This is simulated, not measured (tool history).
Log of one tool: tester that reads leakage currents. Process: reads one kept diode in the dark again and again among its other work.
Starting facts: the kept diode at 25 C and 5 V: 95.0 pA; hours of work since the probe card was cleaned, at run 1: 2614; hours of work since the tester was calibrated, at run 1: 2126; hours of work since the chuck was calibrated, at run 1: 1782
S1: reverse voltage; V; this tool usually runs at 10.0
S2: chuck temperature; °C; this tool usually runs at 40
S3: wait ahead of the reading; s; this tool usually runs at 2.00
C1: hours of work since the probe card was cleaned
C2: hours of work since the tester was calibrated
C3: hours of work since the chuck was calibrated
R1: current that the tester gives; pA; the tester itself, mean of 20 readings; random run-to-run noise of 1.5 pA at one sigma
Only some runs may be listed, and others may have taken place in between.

{"run": 1, "day": 0.0, "S1": 10.0, "S2": 40, "S3": 2.0, "C1": 2614, "C2": 2126, "C3": 1782, "R1": 449.12}
{"run": 2, "day": 4.692, "S1": 10.0, "S2": 40, "S3": 2.0, "C1": 2676, "C2": 2188, "C3": 1844, "R1": 447.57}
{"run": 3, "day": 9.446, "S1": 10.0, "S2": 39, "S3": 2.0, "C1": 2739, "C2": 2250, "C3": 1907, "R1": 412.27}
{"run": 4, "day": 12.079, "S1": 10.0, "S2": 39, "S3": 2.0, "C1": 2773, "C2": 2285, "C3": 1941, "R1": 409.06}
{"day": 13.608, "done": "chuck's temperature calibrated"}
{"run": 5, "day": 16.092, "S1": 10.0, "S2": 39, "S3": 2.0, "C1": 2825, "C2": 2337, "C3": 33, "R1": 484.63}
{"run": 6, "day": 20.421, "S1": 10.0, "S2": 40, "S3": 2.0, "C1": 2882, "C2": 2394, "C3": 90, "R1": 523.42}
{"run": 7, "day": 24.512, "S1": 10.0, "S2": 40, "S3": 2.0, "C1": 2936, "C2": 2448, "C3": 144, "R1": 517.65}
{"run": 8, "day": 28.879, "S1": 10.0, "S2": 40, "S3": 2.0, "C1": 2994, "C2": 2505, "C3": 201, "R1": 516.44}
{"run": 9, "day": 32.058, "S1": 10.0, "S2": 40, "S3": 2.0, "C1": 3035, "C2": 2547, "C3": 243, "R1": 515.83}
{"run": 10, "day": 37.083, "S1": 10.0, "S2": 40, "S3": 2.0, "C1": 3102, "C2": 2613, "C3": 309, "R1": 513.95}
{"day": 38.8, "done": "probe card cleaned and baked"}
{"run": 11, "day": 40.971, "S1": 10.0, "S2": 40, "S3": 2.0, "C1": 29, "C2": 2663, "C3": 359, "R1": 519.15}
{"run": 12, "day": 45.117, "S1": 10.0, "S2": 40, "S3": 2.0, "C1": 83, "C2": 2717, "C3": 413, "R1": 515.1}
{"run": 13, "day": 47.971, "S1": 10.0, "S2": 25, "S3": 2.76, "C1": 121, "C2": 2755, "C3": 451, "R1": 155.94}
{"run": 14, "day": 52.475, "S1": 10.0, "S2": 24, "S3": 2.0, "C1": 180, "C2": 2814, "C3": 510, "R1": 144.89}
{"run": 15, "day": 54.792, "S1": 10.0, "S2": 24, "S3": 2.0, "C1": 211, "C2": 2845, "C3": 541, "R1": 145.21}
{"run": 16, "day": 58.483, "S1": 10.0, "S2": 29, "S3": 2.0, "C1": 259, "C2": 2893, "C3": 589, "R1": 211.83}
{"day": 61.308, "done": "probe card cleaned and baked, once more"}
{"run": 17, "day": 62.475, "S1": 9.6, "S2": 51, "S3": 0.78, "C1": 15, "C2": 2944, "C3": 640, "R1": 1182.32}
{"run": 18, "day": 64.842, "S1": 18.8, "S2": 39, "S3": 2.0, "C1": 47, "C2": 2975, "C3": 672, "R1": 546.55}
{"run": 19, "day": 70.246, "S1": 2.4, "S2": 37, "S3": 2.0, "C1": 118, "C2": 3047, "C3": 743, "R1": 215.89}
{"run": 20, "day": 72.712, "S1": 3.6, "S2": 22, "S3": 2.0, "C1": 150, "C2": 3079, "C3": 775, "R1": 61.66}
{"run": 21, "day": 74.904, "S1": 4.5, "S2": 40, "S3": 2.0, "C1": 179, "C2": 3108, "C3": 804, "R1": 349.73}
{"run": 22, "day": 78.983, "S1": 8.3, "S2": 54, "S3": 1.78, "C1": 233, "C2": 3162, "C3": 858, "R1": 1405.03}

Branching from run 22: 4 alternative next runs. What would each branch give?
{"run": "A", "day": 81.771, "S1": 1.4, "S2": 49, "S3": 2.14, "C1": 270, "C2": 3198, "C3": 895, "R1": "?"}
{"run": "B", "day": 81.771, "S1": 8.3, "S2": 54, "S3": 0.6, "C1": 270, "C2": 3198, "C3": 895, "R1": "?"}
{"run": "C", "day": 81.771, "S1": 8.3, "S2": 20, "S3": 4.01, "C1": 270, "C2": 3198, "C3": 895, "R1": "?"}
{"run": "D", "day": 81.771, "S1": 8.3, "S2": 54, "S3": 3.1, "C1": 270, "C2": 3198, "C3": 895, "R1": "?"}

run=A R1=491.49
run=B R1=1411.82
run=C R1=69.21
run=D R1=1399.63
What these runs would have given with no unlogged condition in the tool:
run=A R1=510.37
run=B R1=1462.35
run=C R1=70.59
run=D R1=1449.81
